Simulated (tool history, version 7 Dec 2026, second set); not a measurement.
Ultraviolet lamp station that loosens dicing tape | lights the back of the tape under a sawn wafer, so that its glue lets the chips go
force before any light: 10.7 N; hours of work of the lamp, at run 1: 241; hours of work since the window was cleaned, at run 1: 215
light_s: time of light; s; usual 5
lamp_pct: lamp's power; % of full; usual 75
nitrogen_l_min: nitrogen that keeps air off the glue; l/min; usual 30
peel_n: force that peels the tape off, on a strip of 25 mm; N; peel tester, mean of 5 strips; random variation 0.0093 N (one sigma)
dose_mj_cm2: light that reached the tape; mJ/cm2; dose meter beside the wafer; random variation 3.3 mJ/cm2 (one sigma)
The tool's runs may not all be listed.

run   hour  light_s  lamp_pct  nitrogen_l_min  hours of work of the lamp  hours of work since the window was cleaned  peel_n  dose_mj_cm2
  1    0.0        5        75              30                        241                                         215   0.514          467
  2   14.5        5        75              30                        247                                         221   0.526          461
  3   25.6        5        75              30                        252                                         226   0.495          459
  4   41.5        5        75              30                        259                                         233   0.519          461
  5   49.4        5        75              30                        263                                         237   0.548          459
  6   63.9        5        75              26                        269                                         243   0.566          450
      66.0  -- window cleaned of glue's vapour
  7   83.4        5        75              21                        278                                           8   0.586          490
  8   96.5        8        75              30                        283                                          14   0.197          788
  9  108.2        6        75              30                        289                                          19   0.294          578
 10  120.9        5        75              31                        294                                          25   0.442          491
 11  134.7        5        75              30                        301                                          31   0.459          486
 12  151.4        5        75               9                        308                                          38   1.206          488
 13  161.9        5        75              30                        313                                          43   0.458          484
 14  176.1        5        75              30                        319                                          49   0.459          488
 15  194.1        5        75              30                        327                                          57   0.485          479
 16  212.9        5        75              30                        336                                          66   0.481          479
 17  222.1        5        75              30                        340                                          70   0.491          480
 18  230.2        5        75              11                        343                                          73   1.094          479
 19  242.7        5        75              11                        349                                          79   1.060          475
 20  255.1        5        75              11                        354                                          85   1.078          482
 21  273.2        5        75              11                        363                                          93   1.100          472
 22  284.8        5        75              35                        368                                          98   0.432          473
 23  295.7        9        99              10                        373                                         103   0.200         1114
 24  309.3        5        72              25                        379                                         109   0.611          450
 25  328.9        5        72              38                        387                                         118   0.480          445
 26  344.7        5        72              38                        395                                         125   0.454          449
 27  362.5        8        75              10                        402                                         133   0.423          738
 28  375.1        5        67              39                        408                                         138   0.551          416
 29  391.8        5        71              32                        416                                         146   0.544          434
 30  403.5        7        71              14                        421                                         151   0.504          607
 31  416.7        7        65              14                        427                                         157   0.621          562
 32  430.5        2        98              12                        433                                         163   3.198          238
 33  438.7        2        98              12                        437                                         167   3.113          239
 34  456.5        9       100              54                        445                                         175   0.161         1087
 35  466.8        9       100              54                        449                                         179   0.162         1088
 36  480.4        9        86              18                        455                                         185   0.202          934
 37  493.2        3        86              18                        461                                         191   1.680          308
 38  503.2        8        66              55                        465                                         196   0.198          629
 39  517.2        5        76              52                        472                                         202   0.381          448
 40  531.8        4        75              28                        478                                         208   0.926          356
 41  547.6        5        70              46                        485                                         215   0.492          419
 42  555.4        5        70              46                        489                                         219   0.502          415
 43  568.1        5        70              50                        494                                         225   0.474          414

Some steps in peel_n between neighbouring runs. How much of each would the tool show without its hidden state too (settings, what came in, random variation), and how much is left for the hidden state, with any gauge scatter that isn't in both results?
The hidden state here: lamp's light, % of a new lamp's; light that the window lets through, % of a clean one's; drift of the gauge itself on peel_n, %; drift of the gauge itself on dose_mj_cm2, %.
Run 31 -> 32: light_s 7 -> 2, lamp_pct 65 -> 98, nitrogen_l_min 14 -> 12. peel_n +2.577 N: hidden state +0.331, all else +2.246.
Run 33 -> 34: light_s 2 -> 9, lamp_pct 98 -> 100, nitrogen_l_min 12 -> 54. peel_n -2.952 N: hidden state -0.479, all else -2.473.
Run 36 -> 37: light_s 9 -> 3. peel_n +1.478 N: hidden state +0.367, all else +1.111.
Run 37 -> 38: light_s 3 -> 8, lamp_pct 86 -> 66, nitrogen_l_min 18 -> 55. peel_n -1.482 N: hidden state -0.363, all else -1.119.

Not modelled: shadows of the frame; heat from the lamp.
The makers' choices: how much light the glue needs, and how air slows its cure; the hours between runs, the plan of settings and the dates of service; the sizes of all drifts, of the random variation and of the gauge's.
